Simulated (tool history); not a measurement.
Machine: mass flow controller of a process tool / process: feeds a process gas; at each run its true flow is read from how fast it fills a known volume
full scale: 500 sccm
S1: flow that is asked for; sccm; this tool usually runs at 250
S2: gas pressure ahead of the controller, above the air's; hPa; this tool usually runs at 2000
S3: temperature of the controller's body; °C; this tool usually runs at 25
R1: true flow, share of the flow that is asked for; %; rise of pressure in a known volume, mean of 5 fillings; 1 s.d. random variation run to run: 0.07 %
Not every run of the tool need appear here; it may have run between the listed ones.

run,hour,S1,S2,S3,R1
1,0,250,2000,25,94.92
2,507.7,250,2000,25,94.65
3,839.7,204,2000,25,93.67
4,1403.7,204,2000,25,93.46
5,1931.2,250,2360,25,94.45
6,2196,250,2360,25,94.31
7,2525.1,250,2360,25,94.09
8,3086.3,250,2360,25,93.95
9,3511.6,190,2360,25,92.57
10,3931.8,250,2000,25,93.36
11,4405.7,250,2000,25,93.36
# hour 4634.4: controller's zero set anew
12,4721.4,60,2000,25,76.64
13,5001,244,2000,25,91.8
14,5270.7,250,2000,25,91.78
15,5535,192,1820,25,89.72
16,6061.8,289,2560,27,92.68
17,6323.4,111,1490,21,84.34
# hour 6403.8: controller's zero set anew, once more
18,6628.8,111,1730,21,95.04
19,7132.7,111,1730,21,94.82
20,7680.8,111,1730,21,94.42
21,8171,132,1490,27,94.03
22,8562.8,71,2320,33,93.18
23,8828.2,71,2320,33,92.84
24,9380.2,118,2360,29,93.62
25,9878.6,118,2360,29,93.37
26,10232.5,118,2360,29,93.25
27,10559.4,250,2000,35,94.42

5 ways to go on from here, each from the tool as it stands after run 27. What would each give?
A,10943.1,154,2310,27,?
B,10943.1,301,2090,37,?
C,10943.1,221,1740,32,?
D,10943.1,153,1510,25,?
E,10943.1,156,2000,35,?

run,R1
A,93.63
B,94.84
C,93.97
D,93.16
E,93.14
With the hidden condition removed and each run's random variation left untouched, the same runs would have given:
run,R1
A,98.05
B,98.48
C,97.9
D,97.58
E,97.53

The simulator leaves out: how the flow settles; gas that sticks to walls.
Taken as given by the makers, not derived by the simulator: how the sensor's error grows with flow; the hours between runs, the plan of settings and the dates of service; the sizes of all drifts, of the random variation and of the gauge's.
